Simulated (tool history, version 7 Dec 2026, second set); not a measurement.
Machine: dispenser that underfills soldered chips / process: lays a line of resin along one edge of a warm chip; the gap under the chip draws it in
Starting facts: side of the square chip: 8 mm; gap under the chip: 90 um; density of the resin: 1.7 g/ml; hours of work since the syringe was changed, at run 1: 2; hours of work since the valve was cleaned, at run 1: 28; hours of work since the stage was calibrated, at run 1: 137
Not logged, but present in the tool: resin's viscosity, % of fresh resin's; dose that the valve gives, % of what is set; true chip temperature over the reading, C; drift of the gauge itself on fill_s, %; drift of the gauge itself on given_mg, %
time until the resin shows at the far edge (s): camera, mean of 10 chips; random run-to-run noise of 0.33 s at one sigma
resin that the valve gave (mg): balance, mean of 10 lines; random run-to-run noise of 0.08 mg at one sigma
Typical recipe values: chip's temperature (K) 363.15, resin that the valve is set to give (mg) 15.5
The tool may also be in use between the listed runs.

| run | hour | chip's temperature (K) | resin that the valve is set to give (mg) | hours of work since the syringe was changed | hours of work since the valve was cleaned | hours of work since the stage was calibrated | time until the resin shows at the far edge (s) | resin that the valve gave (mg) |
|---|---|---|---|---|---|---|---|---|
| 1 | 0.0 | 363.15 | 15.5 | 2 | 28 | 137 | 15.2 | 15.25 |
| 2 | 5.5 | 363.15 | 15.5 | 6 | 33 | 141 | 19.1 | 15.08 |
|  | 8.5 | new syringe of resin |
| 3 | 10.3 | 363.15 | 15.5 | 1 | 36 | 145 | 14.5 | 15.02 |
| 4 | 16.4 | 363.15 | 15.5 | 6 | 41 | 150 | 18.7 | 15.02 |
|  | 19.3 | new syringe of resin |
| 5 | 21.9 | 363.15 | 15.5 | 2 | 45 | 154 | 15.3 | 14.96 |
| 6 | 27.6 | 363.15 | 15.5 | 7 | 50 | 158 | 19.0 | 15.03 |
|  | 30.2 | new syringe of resin |
| 7 | 31.1 | 363.15 | 15.5 | 1 | 53 | 161 | 13.9 | 14.92 |
| 8 | 34.5 | 363.15 | 15.5 | 3 | 55 | 164 | 16.3 | 14.66 |
| 9 | 39.5 | 363.15 | 15.5 | 7 | 59 | 168 | 19.3 | 14.94 |
|  | 41.3 | new syringe of resin |
| 10 | 46.2 | 363.15 | 15.5 | 4 | 64 | 173 | 16.3 | 14.69 |
| 11 | 50.2 | 350.15 | 15.5 | 7 | 67 | 176 | 29.3 | 14.59 |
|  | 52.2 | new syringe of resin |
| 12 | 54.1 | 363.15 | 15.5 | 1 | 70 | 179 | 14.5 | 14.65 |
| 13 | 59.0 | 363.15 | 17.4 | 5 | 74 | 183 | 18.2 | 16.26 |
| 14 | 62.1 | 363.15 | 17.4 | 8 | 77 | 185 | 20.4 | 16.32 |
|  | 63.0 | new syringe of resin |
| 15 | 68.9 | 350.15 | 16.8 | 5 | 82 | 190 | 26.6 | 15.66 |
| 16 | 72.5 | 352.15 | 16.8 | 8 | 85 | 193 | 28.1 | 15.68 |
|  | 73.9 | new syringe of resin |
| 17 | 79.9 | 351.15 | 14.8 | 5 | 90 | 199 | 25.8 | 13.80 |
|  | 82.5 | dispensing valve cleaned and set on the balance |
|  | 85.7 | new syringe of resin |
| 18 | 85.8 | 351.15 | 14.8 | 0 | 2 | 202 | 20.7 | 14.74 |
| 19 | 91.6 | 351.15 | 14.8 | 5 | 7 | 207 | 25.4 | 14.47 |

Predict the results of run 20:
|  | 96.4 | new syringe of resin |
| 20 | 98.8 | 376.15 | 14.8 | 2 | 13 | 213 | ? | ? |

time until the resin shows at the far edge (s): 10.5
resin that the valve gave (mg): 14.76
Minus the tool's unlogged condition, the same run would have read time until the resin shows at the far edge (s) 9.3, resin that the valve gave (mg) 14.97.
